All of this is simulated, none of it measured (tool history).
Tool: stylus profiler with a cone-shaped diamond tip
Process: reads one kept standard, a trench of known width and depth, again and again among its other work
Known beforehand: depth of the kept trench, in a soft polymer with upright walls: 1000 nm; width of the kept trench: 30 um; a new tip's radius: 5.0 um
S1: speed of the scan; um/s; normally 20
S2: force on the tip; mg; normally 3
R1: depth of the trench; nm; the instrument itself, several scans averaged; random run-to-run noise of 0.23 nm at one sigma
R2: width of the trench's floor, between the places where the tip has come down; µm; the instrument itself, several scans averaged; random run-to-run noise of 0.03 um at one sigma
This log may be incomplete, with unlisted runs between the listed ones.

run,hour,S1,S2,R1,R2
1,0,20,3,1003.37,22.53
2,93.6,20,3,1003,22.52
3,164.1,20,3,1002.44,22.47
4,210.1,20,3,1002.16,22.45
5,259.6,20,3,1002.1,22.37
6,345.7,20,3,1002.22,22.38
7,400.7,20,3,1001.8,22.35
8,455.6,37,3,1001.42,22.18
9,529.6,16,3,1000.75,22.3
10,583.5,16,3,1000.64,22.2
11,687.3,16,1.26,995.76,22.17
# hour 761.1: height scale calibrated on a step standard
12,780,20,3,1010.94,22.12
13,865.2,20,1.96,1007.93,22.01
14,961,20,1.96,1007.88,22.02
15,1010.9,20,1.96,1007.18,21.95
16,1102.7,20,1.96,1006.88,21.87
17,1164.5,20,1.96,1006.94,21.84
18,1250.8,20,1.96,1006.55,21.89
19,1357.2,20,1.77,1005.51,21.8
20,1450.8,20,2.2,1006.39,21.74
21,1546.6,20,2.2,1006.13,21.66
22,1636.9,20,3,1007.71,21.68
23,1685.6,20,1.08,1001.63,21.59
24,1745.4,20,1.67,1003.44,21.56
25,1838.7,30,8.24,1017.87,21.59
26,1921.3,30,8.24,1017.49,21.53
27,1998.9,25,8.8,1018.35,21.56
28,2087,17,6.74,1014.25,21.54
29,2182.2,14,1.58,1001.83,21.4
30,2230.4,32,2.85,1005.48,21.3
31,2277.3,32,2.85,1005.1,21.3
32,2371.5,18,4.43,1008.4,21.33
33,2466.2,18,4.43,1007.82,21.29
34,2548.8,37,4.43,1008.01,21.15
35,2642.2,24,1.73,1000.36,21.12
36,2696.2,56,1.79,1000.36,20.87
37,2747,11,1.46,998.88,21.14
38,2847.6,11,1.46,998.71,21.15
39,2896,11,1.46,998.81,21.07
40,2986.7,65,1.39,998.27,20.63
41,3056.1,8,3,1002.55,21.02
42,3137.3,8,3,1002.01,21.06
43,3219.9,8,3,1001.53,20.97
44,3291.5,25,2.53,1000.19,20.86
45,3357.2,19,4.14,1003.84,20.87
46,3427.7,51,6.61,1008.62,20.77

Selected run-to-run steps in R1, each split into two signed amounts: the part the tool would show with no hidden state at all (from settings, incoming material and random variation), and the remainder, which goes to the hidden state together with any gauge scatter not common to the measured and the hidden-state-free results:
What the log doesn't record here: radius of the tip, um; height scale over the true one, %; drift of the gauge itself on depth_nm, %; drift of the gauge itself on floor_um, %.
Run 11 -> 12: S1 16 -> 20, S2 1.26 -> 3, height scale calibrated on a step standard. R1 +15.18 nm: hidden state +10.5, all else +4.68.
Run 18 -> 19: S2 1.96 -> 1.77. R1 -1.04 nm: hidden state -0.41, all else -0.63.
Run 24 -> 25: S1 20 -> 30, S2 1.67 -> 8.24. R1 +14.43 nm: hidden state -0.43, all else +14.86.
Run 28 -> 29: S1 17 -> 14, S2 6.74 -> 1.58. R1 -12.42 nm: hidden state -0.32, all else -12.1.
